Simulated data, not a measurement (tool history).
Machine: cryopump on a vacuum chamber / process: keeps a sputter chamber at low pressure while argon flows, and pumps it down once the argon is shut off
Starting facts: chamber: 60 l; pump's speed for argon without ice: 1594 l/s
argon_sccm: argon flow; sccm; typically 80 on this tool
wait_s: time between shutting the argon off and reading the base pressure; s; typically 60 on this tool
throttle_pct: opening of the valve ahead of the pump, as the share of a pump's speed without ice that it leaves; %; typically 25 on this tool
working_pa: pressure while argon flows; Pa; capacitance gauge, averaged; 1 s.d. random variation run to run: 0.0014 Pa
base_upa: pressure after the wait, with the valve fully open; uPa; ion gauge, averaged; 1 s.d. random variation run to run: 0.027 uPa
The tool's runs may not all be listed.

Run 1, day 0.000: usual settings. Result: working_pa 0.3604 Pa, base_upa 1.43 uPa.
Run 2, day 1.208: usual settings. Result: working_pa 0.3599 Pa, base_upa 1.44 uPa.
Run 3, day 1.912: usual settings. Result: working_pa 0.3616 Pa, base_upa 1.45 uPa.
Run 4, day 2.625: usual settings. Result: working_pa 0.3581 Pa, base_upa 1.52 uPa.
Run 5, day 3.388: usual settings but wait_s 147 s. Result: working_pa 0.3590 Pa, base_upa 0.92 uPa.
Run 6, day 4.225: usual settings but throttle_pct 45 %. Result: working_pa 0.2129 Pa, base_upa 1.52 uPa.
Run 7, day 4.829: usual settings but throttle_pct 45 %. Result: working_pa 0.2120 Pa, base_upa 1.52 uPa.
Run 8, day 5.692: usual settings but throttle_pct 45 %. Result: working_pa 0.2123 Pa, base_upa 1.49 uPa.
Run 9, day 6.908: usual settings but throttle_pct 45 %. Result: working_pa 0.2136 Pa, base_upa 1.53 uPa.
Run 10, day 7.442: usual settings but throttle_pct 45 %. Result: working_pa 0.2136 Pa, base_upa 1.49 uPa.
Run 11, day 8.196: usual settings but argon_sccm 32 sccm. Result: working_pa 0.1452 Pa, base_upa 1.55 uPa.
Run 12, day 8.892: usual settings but throttle_pct 39 %. Result: working_pa 0.2430 Pa, base_upa 1.57 uPa.
Run 13, day 9.592: usual settings but throttle_pct 39 %. Result: working_pa 0.2431 Pa, base_upa 1.54 uPa.
At day 10.242: pump warmed up, emptied and cooled again.
Run 14, day 10.654: usual settings. Result: working_pa 0.3405 Pa, base_upa 1.39 uPa.
Run 15, day 11.412: usual settings. Result: working_pa 0.3427 Pa, base_upa 1.42 uPa.
Run 16, day 12.300: usual settings. Result: working_pa 0.3421 Pa, base_upa 1.43 uPa.
Run 17, day 13.067: usual settings. Result: working_pa 0.3414 Pa, base_upa 1.45 uPa.
Run 18, day 13.912: usual settings but argon_sccm 51 sccm. Result: working_pa 0.2174 Pa, base_upa 1.45 uPa.
Run 19, day 14.775: usual settings but wait_s 102 s. Result: working_pa 0.3412 Pa, base_upa 1.02 uPa.
Run 20, day 15.308: usual settings but wait_s 102 s. Result: working_pa 0.3451 Pa, base_upa 0.98 uPa.
Run 21, day 16.354: usual settings but wait_s 102 s. Result: working_pa 0.3406 Pa, base_upa 1.01 uPa.
Run 22, day 16.858: usual settings but argon_sccm 64 sccm, wait_s 143 s. Result: working_pa 0.2746 Pa, base_upa 0.89 uPa.
Run 23, day 17.950: usual settings but argon_sccm 52 sccm, wait_s 143 s, throttle_pct 16 %. Result: working_pa 0.3452 Pa, base_upa 0.84 uPa.
Run 24, day 18.742: usual settings but argon_sccm 71 sccm, wait_s 25 s. Result: working_pa 0.3042 Pa, base_upa 2.72 uPa.
Run 25, day 19.479: usual settings but argon_sccm 71 sccm, wait_s 25 s. Result: working_pa 0.3060 Pa, base_upa 2.75 uPa.
Run 26, day 20.233: usual settings but argon_sccm 72 sccm, wait_s 20 s, throttle_pct 23 %. Result: working_pa 0.3368 Pa, base_upa 3.36 uPa.
Run 27, day 21.175: usual settings but argon_sccm 72 sccm, wait_s 20 s, throttle_pct 23 %. Result: working_pa 0.3362 Pa, base_upa 3.33 uPa.
Run 28, day 22.383: usual settings but argon_sccm 72 sccm, wait_s 20 s, throttle_pct 23 %. Result: working_pa 0.3372 Pa, base_upa 3.38 uPa.
Run 29, day 23.329: usual settings but argon_sccm 138 sccm, wait_s 146 s, throttle_pct 41 %. Result: working_pa 0.3697 Pa, base_upa 0.91 uPa.
Run 30, day 24.054: usual settings but argon_sccm 94 sccm, wait_s 79 s, throttle_pct 35 %. Result: working_pa 0.2935 Pa, base_upa 1.23 uPa.
Run 31, day 25.162: usual settings but argon_sccm 92 sccm, wait_s 79 s, throttle_pct 37 %. Result: working_pa 0.2733 Pa, base_upa 1.16 uPa.
Run 32, day 26.271: usual settings but argon_sccm 33 sccm, wait_s 43 s, throttle_pct 19 %. Result: working_pa 0.1874 Pa, base_upa 1.82 uPa.
Run 33, day 27.479: usual settings but argon_sccm 92 sccm, wait_s 145 s, throttle_pct 53 %. Result: working_pa 0.1943 Pa, base_upa 0.94 uPa.
Run 34, day 28.608: usual settings but argon_sccm 92 sccm, wait_s 145 s, throttle_pct 53 %. Result: working_pa 0.1931 Pa, base_upa 0.93 uPa.

Alternative continuations, all from the tool just after run 34; predict every row:
Run A, day 29.812: usual settings but argon_sccm 35 sccm, wait_s 145 s, throttle_pct 53 %. Result: working_pa ?, base_upa ?.
Run B, day 29.812: usual settings but argon_sccm 147 sccm, wait_s 32 s, throttle_pct 58 %. Result: working_pa ?, base_upa ?.
Run C, day 29.812: usual settings but wait_s 159 s, throttle_pct 16 %. Result: working_pa ?, base_upa ?.

run  working_pa  base_upa
  A      0.0740      0.95
  B      0.2861      2.33
  C      0.5395      0.91
Had the tool no hidden state, the same runs would have come out as:
run  working_pa  base_upa
  A      0.0699      0.61
  B      0.2687      1.99
  C      0.5300      0.57
